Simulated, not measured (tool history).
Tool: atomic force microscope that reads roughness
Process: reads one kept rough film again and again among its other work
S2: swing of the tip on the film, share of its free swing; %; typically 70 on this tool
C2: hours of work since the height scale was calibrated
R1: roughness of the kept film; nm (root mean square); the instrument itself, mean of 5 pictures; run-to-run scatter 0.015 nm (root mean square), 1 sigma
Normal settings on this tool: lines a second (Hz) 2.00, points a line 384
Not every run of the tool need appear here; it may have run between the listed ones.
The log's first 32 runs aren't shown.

run 33 day=19.950 | lines_a_second_(Hz)=0.54 S2=88 points_a_line=268 | pictures_with_this_tip=154 C2=272 | R1=2.968
run 34 day=20.500 | lines_a_second_(Hz)=2.00 S2=70 points_a_line=768 | pictures_with_this_tip=165 C2=279 | R1=2.876
run 35 day=20.983 | lines_a_second_(Hz)=2.00 S2=73 points_a_line=768 | pictures_with_this_tip=175 C2=285 | R1=2.797
run 36 day=21.871 | lines_a_second_(Hz)=2.00 S2=73 points_a_line=844 | pictures_with_this_tip=194 C2=295 | R1=2.740
run 37 day=22.679 | lines_a_second_(Hz)=2.00 S2=66 points_a_line=576 | pictures_with_this_tip=210 C2=305 | R1=2.780
run 38 day=23.079 | lines_a_second_(Hz)=2.00 S2=66 points_a_line=576 | pictures_with_this_tip=218 C2=310 | R1=2.724
run 39 day=23.888 | lines_a_second_(Hz)=1.17 S2=60 points_a_line=384 | pictures_with_this_tip=235 C2=319 | R1=2.769
run 40 day=24.692 | lines_a_second_(Hz)=1.03 S2=71 points_a_line=526 | pictures_with_this_tip=252 C2=329 | R1=2.699
run 41 day=25.462 | lines_a_second_(Hz)=1.03 S2=71 points_a_line=526 | pictures_with_this_tip=268 C2=338 | R1=2.638
-- day=25.746 new tip fitted
run 42 day=26.254 | lines_a_second_(Hz)=1.03 S2=71 points_a_line=526 | pictures_with_this_tip=10 C2=347 | R1=3.631
run 43 day=26.746 | lines_a_second_(Hz)=1.64 S2=63 points_a_line=384 | pictures_with_this_tip=20 C2=353 | R1=3.563
run 44 day=27.396 | lines_a_second_(Hz)=1.32 S2=63 points_a_line=702 | pictures_with_this_tip=34 C2=361 | R1=3.551

Consider 4 possible next runs. They are alternatives, not a sequence: every one starts from the tool as it was left by run 44. What does each give?
run A day=28.038 | lines_a_second_(Hz)=2.00 S2=65 points_a_line=275 | pictures_with_this_tip=47 C2=368 | R1=?
run B day=28.038 | lines_a_second_(Hz)=2.54 S2=63 points_a_line=702 | pictures_with_this_tip=47 C2=368 | R1=?
run C day=28.038 | lines_a_second_(Hz)=1.41 S2=59 points_a_line=597 | pictures_with_this_tip=47 C2=368 | R1=?
run D day=28.038 | lines_a_second_(Hz)=0.76 S2=70 points_a_line=384 | pictures_with_this_tip=47 C2=368 | R1=?

run=A R1=3.355
run=B R1=3.369
run=C R1=3.482
run=D R1=3.480
What these runs would have given with no unlogged condition in the tool:
run=A R1=3.594
run=B R1=3.609
run=C R1=3.730
run=D R1=3.728
